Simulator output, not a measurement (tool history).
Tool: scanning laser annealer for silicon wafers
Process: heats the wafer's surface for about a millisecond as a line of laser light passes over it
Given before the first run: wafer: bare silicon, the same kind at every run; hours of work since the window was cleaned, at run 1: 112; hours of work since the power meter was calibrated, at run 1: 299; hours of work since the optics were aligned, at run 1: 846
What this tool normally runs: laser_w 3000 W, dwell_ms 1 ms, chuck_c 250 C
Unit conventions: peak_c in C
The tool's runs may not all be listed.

run    day  laser_w  dwell_ms  chuck_c  hours of work since the window was cleaned  hours of work since the power meter was calibrated  hours of work since the optics were aligned  peak_c
  1      0     3000         1      250                                         112                                                 299                                          846     937
  2  0.208     3114         1      250                                         115                                                 303                                          850     964
  3  0.425     3000      0.91      250                                         119                                                 307                                          853     911
  4    0.9     3000      0.91      250                                         128                                                 315                                          862     910
  5  1.279     3000      0.91      250                                         134                                                 322                                          868     905
  6  1.504     3000      0.78      250                                         138                                                 326                                          872     867
  7  1.879     3000         1      250                                         145                                                 332                                          879     936
  8  2.279     3000         1      250                                         152                                                 340                                          886     935
  9  2.771     3000         1      250                                         160                                                 348                                          895     929
 10  3.229     3000         1      250                                         169                                                 356                                          903     932
 11  3.462     3000         1      250                                         173                                                 360                                          907     931
 12  3.842     3000         1      250                                         179                                                 367                                          914     931
 13  4.104     3000         1      250                                         184                                                 372                                          918     932
 14  4.325     3000         1      286                                         188                                                 375                                          922     966
 15    4.7     2660      1.15      280                                         194                                                 382                                          929     921
 16  5.038     3000         1      230                                         200                                                 388                                          935     909
     5.292  -- optics aligned, line set to its width
 17  5.629     3000         1      230                                         207                                                 395                                            6     903
 18  6.079     3000         1      230                                         215                                                 403                                           14     901
 19  6.288     3077         1      274                                         219                                                 406                                           18     967
     6.633  -- optics aligned, line set to its width, once more
 20  6.875     3000      1.06      250                                         225                                                 413                                            4     954
 21  7.242     3220      1.08      250                                         232                                                 420                                           11    1012
 22  7.446     3127       0.8      248                                         235                                                 423                                           14     901
 23  7.858     3127       0.8      248                                         243                                                 430                                           22     897
 24  8.146     3116       0.9      216                                         248                                                 435                                           27     899
 25  8.492     2805      0.87      284                                         254                                                 442                                           33     890
 26  8.725     3070      1.09      214                                         258                                                 446                                           37     942
 27  9.104     3003      0.73      267                                         265                                                 452                                           43     865

4 options for the next run, each taken on its own from the tool as it stands now. Forecast them:
  A  9.562     3003      0.73      254                                         273                                                 460                                           52       ?
  B  9.562     3079      1.12      225                                         273                                                 460                                           52       ?
  C  9.562     2735      0.92      267                                         273                                                 460                                           52       ?
  D  9.562     2599      1.07      235                                         273                                                 460                                           52       ?

run  peak_c
  A     853
  B     966
  C     869
  D     845
Take away the tool's hidden state, keep each run's random variation, and the runs would have read:
run  peak_c
  A     879
  B     997
  C     895
  D     871
